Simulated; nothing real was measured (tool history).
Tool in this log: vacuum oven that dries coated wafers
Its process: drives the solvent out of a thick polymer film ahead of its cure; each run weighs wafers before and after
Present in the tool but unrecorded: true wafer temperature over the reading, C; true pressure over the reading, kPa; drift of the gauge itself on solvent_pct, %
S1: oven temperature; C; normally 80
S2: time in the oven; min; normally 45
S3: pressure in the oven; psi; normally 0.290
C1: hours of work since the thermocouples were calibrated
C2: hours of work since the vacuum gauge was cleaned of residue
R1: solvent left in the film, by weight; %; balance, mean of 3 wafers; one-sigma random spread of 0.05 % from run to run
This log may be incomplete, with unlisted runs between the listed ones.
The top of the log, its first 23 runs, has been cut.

Run 24, hour 332.4: usual settings but S1 88 C, S3 0.363 psi; C1 580; C2 552. Result: R1 2.13 %.
Run 25, hour 341.7: usual settings but S1 87 C, S2 66 min, S3 0.280 psi; C1 584; C2 556. Result: R1 1.26 %.
Run 26, hour 357.9: usual settings but S1 87 C, S2 66 min, S3 0.235 psi; C1 592; C2 564. Result: R1 1.07 %.
Run 27, hour 367.7: usual settings but S1 94 C, S2 60 min, S3 0.238 psi; C1 597; C2 569. Result: R1 0.71 %.
Run 28, hour 379.7: usual settings but S1 66 C, S2 51 min, S3 0.273 psi; C1 602; C2 574. Result: R1 7.02 %.
Run 29, hour 395.9: usual settings but S1 83 C, S2 54 min, S3 0.654 psi; C1 610; C2 582. Result: R1 3.49 %.
Run 30, hour 410.7: usual settings but S1 83 C, S2 54 min, S3 0.654 psi; C1 617; C2 589. Result: R1 3.46 %.
Run 31, hour 431.0: usual settings but S1 78 C, S2 26 min, S3 0.171 psi; C1 627; C2 599. Result: R1 6.96 %.
Run 32, hour 442.2: usual settings but S1 78 C, S2 44 min, S3 0.319 psi; C1 632; C2 604. Result: R1 4.25 %.
Run 33, hour 458.6: usual settings but S1 78 C, S2 44 min, S3 0.466 psi; C1 640; C2 612. Result: R1 4.91 %.
Run 34, hour 471.3: usual settings but S1 78 C, S2 44 min, S3 0.466 psi; C1 646; C2 618. Result: R1 4.83 %.
Run 35, hour 488.9: usual settings but S1 78 C, S2 44 min, S3 0.466 psi; C1 655; C2 627. Result: R1 4.87 %.
Run 36, hour 500.5: usual settings but S1 74 C, S3 0.321 psi; C1 660; C2 632. Result: R1 5.31 %.
Run 37, hour 510.4: usual settings but S1 74 C, S2 43 min, S3 0.582 psi; C1 665; C2 637. Result: R1 6.81 %.
Run 38, hour 529.9: usual settings but S1 81 C, S2 60 min, S3 0.531 psi; C1 675; C2 647. Result: R1 3.21 %.
Run 39, hour 542.9: usual settings but S1 81 C, S2 60 min, S3 0.531 psi; C1 681; C2 653. Result: R1 3.14 %.
Run 40, hour 562.7: usual settings but S1 66 C, S2 57 min, S3 1.050 psi; C1 690; C2 662. Result: R1 11.28 %.
Run 41, hour 576.9: usual settings but S3 0.989 psi; C1 697; C2 669. Result: R1 6.35 %.
Run 42, hour 587.9: usual settings but S1 71 C, S2 26 min, S3 0.360 psi; C1 702; C2 674. Result: R1 10.16 %.
Run 43, hour 597.8: usual settings but S1 89 C, S2 34 min, S3 0.300 psi; C1 707; C2 679. Result: R1 2.68 %.
Run 44, hour 617.0: usual settings but S1 89 C, S2 34 min, S3 0.300 psi; C1 716; C2 688. Result: R1 2.75 %.
Run 45, hour 630.6: usual settings but S1 89 C, S2 34 min, S3 0.687 psi; C1 723; C2 695. Result: R1 3.91 %.

Run 46 has not been measured yet. What should we expect?
Run 46, hour 650.6: usual settings but S1 74 C, S3 0.925 psi; C1 733; C2 705. Result: R1 ?.

Run 46 gave R1 8.23 %.
Without the tool's hidden state the same run would have given R1 7.80 %.
